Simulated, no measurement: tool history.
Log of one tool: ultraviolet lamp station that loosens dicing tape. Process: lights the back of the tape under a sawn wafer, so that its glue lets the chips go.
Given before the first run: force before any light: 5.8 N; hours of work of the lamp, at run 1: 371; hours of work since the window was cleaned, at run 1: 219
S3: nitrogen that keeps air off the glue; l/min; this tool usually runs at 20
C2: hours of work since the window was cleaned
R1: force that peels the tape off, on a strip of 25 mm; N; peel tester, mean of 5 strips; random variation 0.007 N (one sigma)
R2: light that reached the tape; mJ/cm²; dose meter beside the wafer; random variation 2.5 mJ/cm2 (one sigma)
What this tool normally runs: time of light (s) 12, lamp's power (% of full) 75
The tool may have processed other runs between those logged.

run 1 hour=0 | time_of_light_(s)=12 lamp's_power_(%_of_full)=75 S3=20 | hours_of_work_of_the_lamp=371 C2=219 | R1=0.355 R2=243
run 2 hour=9.1 | time_of_light_(s)=12 lamp's_power_(%_of_full)=66 S3=20 | hours_of_work_of_the_lamp=378 C2=226 | R1=0.465 R2=212
run 3 hour=29.2 | time_of_light_(s)=12 lamp's_power_(%_of_full)=66 S3=20 | hours_of_work_of_the_lamp=394 C2=241 | R1=0.493 R2=211
run 4 hour=47.6 | time_of_light_(s)=12 lamp's_power_(%_of_full)=66 S3=20 | hours_of_work_of_the_lamp=408 C2=255 | R1=0.483 R2=213
run 5 hour=65.9 | time_of_light_(s)=12 lamp's_power_(%_of_full)=75 S3=20 | hours_of_work_of_the_lamp=422 C2=269 | R1=0.378 R2=233
run 6 hour=82.9 | time_of_light_(s)=12 lamp's_power_(%_of_full)=75 S3=20 | hours_of_work_of_the_lamp=434 C2=282 | R1=0.382 R2=232
run 7 hour=98.2 | time_of_light_(s)=12 lamp's_power_(%_of_full)=75 S3=20 | hours_of_work_of_the_lamp=446 C2=294 | R1=0.408 R2=231
run 8 hour=108.1 | time_of_light_(s)=12 lamp's_power_(%_of_full)=75 S3=29 | hours_of_work_of_the_lamp=454 C2=301 | R1=0.336 R2=227
run 9 hour=123.6 | time_of_light_(s)=12 lamp's_power_(%_of_full)=75 S3=17 | hours_of_work_of_the_lamp=466 C2=313 | R1=0.43 R2=228
run 10 hour=139 | time_of_light_(s)=12 lamp's_power_(%_of_full)=95 S3=20 | hours_of_work_of_the_lamp=477 C2=325 | R1=0.255 R2=286
run 11 hour=155.6 | time_of_light_(s)=12 lamp's_power_(%_of_full)=95 S3=20 | hours_of_work_of_the_lamp=490 C2=337 | R1=0.254 R2=283
run 12 hour=166 | time_of_light_(s)=12 lamp's_power_(%_of_full)=75 S3=21 | hours_of_work_of_the_lamp=498 C2=345 | R1=0.402 R2=224
run 13 hour=177.8 | time_of_light_(s)=12 lamp's_power_(%_of_full)=75 S3=21 | hours_of_work_of_the_lamp=507 C2=354 | R1=0.438 R2=225
run 14 hour=187.8 | time_of_light_(s)=12 lamp's_power_(%_of_full)=75 S3=21 | hours_of_work_of_the_lamp=514 C2=362 | R1=0.435 R2=220
run 15 hour=204.3 | time_of_light_(s)=10 lamp's_power_(%_of_full)=78 S3=8 | hours_of_work_of_the_lamp=527 C2=374 | R1=0.969 R2=187
-- hour=217.9 window cleaned of glue's vapour
run 16 hour=221.1 | time_of_light_(s)=12 lamp's_power_(%_of_full)=75 S3=20 | hours_of_work_of_the_lamp=539 C2=2 | R1=0.36 R2=240
run 17 hour=230.9 | time_of_light_(s)=12 lamp's_power_(%_of_full)=75 S3=20 | hours_of_work_of_the_lamp=547 C2=10 | R1=0.361 R2=238
run 18 hour=252.4 | time_of_light_(s)=17 lamp's_power_(%_of_full)=75 S3=22 | hours_of_work_of_the_lamp=563 C2=26 | R1=0.203 R2=332

Same runs, no hidden state in the tool, same run-to-run variation:
Unlogged tool condition in this case: lamp's light, % of a new lamp's; light that the window lets through, % of a clean one's; drift of the gauge itself on peel_n, %; drift of the gauge itself on dose_mj_cm2, %.
run=1 R1=0.24 R2=297
run=2 R1=0.311 R2=261
run=3 R1=0.319 R2=263
run=4 R1=0.308 R2=266
run=5 R1=0.243 R2=296
run=6 R1=0.238 R2=297
run=7 R1=0.254 R2=298
run=8 R1=0.213 R2=294
run=9 R1=0.255 R2=297
run=10 R1=0.172 R2=376
run=11 R1=0.166 R2=376
run=12 R1=0.231 R2=298
run=13 R1=0.252 R2=301
run=14 R1=0.246 R2=296
run=15 R1=0.553 R2=255
run=16 R1=0.239 R2=297
run=17 R1=0.238 R2=297
run=18 R1=0.163 R2=418
